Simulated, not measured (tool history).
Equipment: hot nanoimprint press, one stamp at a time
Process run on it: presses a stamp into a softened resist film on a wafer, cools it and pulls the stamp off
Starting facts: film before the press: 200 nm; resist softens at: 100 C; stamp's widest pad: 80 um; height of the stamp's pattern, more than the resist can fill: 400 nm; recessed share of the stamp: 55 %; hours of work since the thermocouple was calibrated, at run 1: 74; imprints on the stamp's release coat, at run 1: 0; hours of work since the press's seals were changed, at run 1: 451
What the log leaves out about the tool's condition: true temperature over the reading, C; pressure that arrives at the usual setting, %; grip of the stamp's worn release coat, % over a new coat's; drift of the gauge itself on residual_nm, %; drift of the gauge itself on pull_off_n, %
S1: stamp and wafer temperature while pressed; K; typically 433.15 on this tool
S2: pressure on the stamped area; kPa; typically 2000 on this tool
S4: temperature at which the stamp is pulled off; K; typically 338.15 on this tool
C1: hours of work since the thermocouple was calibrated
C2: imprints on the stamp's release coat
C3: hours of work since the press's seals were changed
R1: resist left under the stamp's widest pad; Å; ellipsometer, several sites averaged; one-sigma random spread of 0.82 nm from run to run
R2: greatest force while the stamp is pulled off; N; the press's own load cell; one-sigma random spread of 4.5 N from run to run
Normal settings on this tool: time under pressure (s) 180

{"run": 1, "hour": 0.0, "S1": 433.15, "S2": 2000, "time under pressure (s)": 180, "S4": 338.15, "C1": 74, "C2": 0, "C3": 451, "R1": 1073, "R2": 217}
{"run": 2, "hour": 20.3, "S1": 433.15, "S2": 2000, "time under pressure (s)": 180, "S4": 337.15, "C1": 85, "C2": 41, "C3": 462, "R1": 1076, "R2": 222}
{"run": 3, "hour": 48.0, "S1": 433.15, "S2": 2000, "time under pressure (s)": 180, "S4": 328.15, "C1": 100, "C2": 98, "C3": 477, "R1": 1084, "R2": 233}
{"run": 4, "hour": 75.9, "S1": 433.15, "S2": 2000, "time under pressure (s)": 180, "S4": 328.15, "C1": 114, "C2": 155, "C3": 491, "R1": 1074, "R2": 232}
{"run": 5, "hour": 99.1, "S1": 433.15, "S2": 2000, "time under pressure (s)": 180, "S4": 338.15, "C1": 126, "C2": 202, "C3": 503, "R1": 1078, "R2": 219}
{"run": 6, "hour": 119.4, "S1": 433.15, "S2": 2000, "time under pressure (s)": 180, "S4": 338.15, "C1": 137, "C2": 244, "C3": 514, "R1": 1087, "R2": 221}
{"run": 7, "hour": 148.2, "S1": 433.15, "S2": 2000, "time under pressure (s)": 180, "S4": 338.15, "C1": 152, "C2": 302, "C3": 529, "R1": 1073, "R2": 217}
{"run": 8, "hour": 169.3, "S1": 433.15, "S2": 2000, "time under pressure (s)": 180, "S4": 338.15, "C1": 163, "C2": 345, "C3": 540, "R1": 1080, "R2": 212}
{"run": 9, "hour": 194.5, "S1": 441.15, "S2": 2000, "time under pressure (s)": 180, "S4": 338.15, "C1": 176, "C2": 397, "C3": 553, "R1": 777, "R2": 224}
{"run": 10, "hour": 222.4, "S1": 433.15, "S2": 2000, "time under pressure (s)": 180, "S4": 338.15, "C1": 191, "C2": 454, "C3": 568, "R1": 1084, "R2": 220}
{"run": 11, "hour": 240.3, "S1": 433.15, "S2": 2000, "time under pressure (s)": 215, "S4": 338.15, "C1": 200, "C2": 490, "C3": 577, "R1": 1015, "R2": 219}
{"run": 12, "hour": 269.2, "S1": 431.15, "S2": 2000, "time under pressure (s)": 215, "S4": 338.15, "C1": 216, "C2": 549, "C3": 593, "R1": 1119, "R2": 216}
{"run": 13, "hour": 295.2, "S1": 435.15, "S2": 2000, "time under pressure (s)": 180, "S4": 338.15, "C1": 229, "C2": 602, "C3": 606, "R1": 1000, "R2": 208}
{"run": 14, "hour": 321.8, "S1": 435.15, "S2": 2000, "time under pressure (s)": 180, "S4": 338.15, "C1": 243, "C2": 656, "C3": 620, "R1": 1006, "R2": 220}
{"run": 15, "hour": 359.3, "S1": 433.15, "S2": 2000, "time under pressure (s)": 180, "S4": 338.15, "C1": 263, "C2": 733, "C3": 640, "R1": 1076, "R2": 215}
{"run": 16, "hour": 380.8, "S1": 444.15, "S2": 2000, "time under pressure (s)": 142, "S4": 343.15, "C1": 274, "C2": 777, "C3": 651, "R1": 768, "R2": 212}
{"run": 17, "hour": 414.4, "S1": 426.15, "S2": 2000, "time under pressure (s)": 149, "S4": 329.15, "C1": 292, "C2": 846, "C3": 669, "R1": 1468, "R2": 226}
{"run": 18, "hour": 432.3, "S1": 430.15, "S2": 1270, "time under pressure (s)": 154, "S4": 343.15, "C1": 301, "C2": 882, "C3": 678, "R1": 1445, "R2": 199}
{"run": 19, "hour": 463.3, "S1": 421.15, "S2": 1270, "time under pressure (s)": 154, "S4": 337.15, "C1": 317, "C2": 945, "C3": 694, "R1": 1763, "R2": 223}
{"run": 20, "hour": 504.4, "S1": 421.15, "S2": 1270, "time under pressure (s)": 154, "S4": 337.15, "C1": 339, "C2": 1029, "C3": 716, "R1": 1784, "R2": 222}
{"run": 21, "hour": 538.9, "S1": 426.15, "S2": 2000, "time under pressure (s)": 180, "S4": 338.15, "C1": 357, "C2": 1099, "C3": 734, "R1": 1399, "R2": 219}
{"run": 22, "hour": 576.5, "S1": 426.15, "S2": 2000, "time under pressure (s)": 180, "S4": 338.15, "C1": 377, "C2": 1176, "C3": 754, "R1": 1392, "R2": 212}
{"run": 23, "hour": 618.2, "S1": 429.15, "S2": 1250, "time under pressure (s)": 180, "S4": 324.15, "C1": 399, "C2": 1261, "C3": 776, "R1": 1455, "R2": 254}
{"run": 24, "hour": 639.3, "S1": 433.15, "S2": 1900, "time under pressure (s)": 180, "S4": 344.15, "C1": 410, "C2": 1304, "C3": 787, "R1": 1097, "R2": 215}
{"hour": 654.7, "done": "stamp cleaned and given a new release coat"}
{"hour": 677.6, "done": "plate thermocouple calibrated"}
{"run": 25, "hour": 683.5, "S1": 432.15, "S2": 2020, "time under pressure (s)": 106, "S4": 337.15, "C1": 3, "C2": 53, "C3": 805, "R1": 1305, "R2": 221}
{"run": 26, "hour": 705.6, "S1": 427.15, "S2": 1370, "time under pressure (s)": 315, "S4": 335.15, "C1": 15, "C2": 98, "C3": 817, "R1": 1295, "R2": 227}
{"run": 27, "hour": 745.0, "S1": 436.15, "S2": 1370, "time under pressure (s)": 315, "S4": 335.15, "C1": 35, "C2": 178, "C3": 837, "R1": 900, "R2": 223}
{"run": 28, "hour": 773.8, "S1": 426.15, "S2": 2940, "time under pressure (s)": 320, "S4": 342.15, "C1": 50, "C2": 237, "C3": 852, "R1": 1025, "R2": 207}
{"run": 29, "hour": 811.8, "S1": 427.15, "S2": 2460, "time under pressure (s)": 165, "S4": 338.15, "C1": 70, "C2": 315, "C3": 872, "R1": 1287, "R2": 224}

4 options for the next run, each taken on its own from the tool as it stands now. Forecast them:
{"run": "A", "hour": 831.9, "S1": 438.15, "S2": 2300, "time under pressure (s)": 165, "S4": 338.15, "C1": 81, "C2": 356, "C3": 883, "R1": "?", "R2": "?"}
{"run": "B", "hour": 831.9, "S1": 433.15, "S2": 2000, "time under pressure (s)": 253, "S4": 338.15, "C1": 81, "C2": 356, "C3": 883, "R1": "?", "R2": "?"}
{"run": "C", "hour": 831.9, "S1": 427.15, "S2": 1990, "time under pressure (s)": 165, "S4": 337.15, "C1": 81, "C2": 356, "C3": 883, "R1": "?", "R2": "?"}
{"run": "D", "hour": 831.9, "S1": 432.15, "S2": 2460, "time under pressure (s)": 165, "S4": 336.15, "C1": 81, "C2": 356, "C3": 883, "R1": "?", "R2": "?"}

run=A R1=861 R2=220
run=B R1=965 R2=221
run=C R1=1376 R2=214
run=D R1=1070 R2=232
Without the tool's hidden state the same runs would have given:
run=A R1=859 R2=219
run=B R1=964 R2=221
run=C R1=1374 R2=213
run=D R1=1069 R2=231
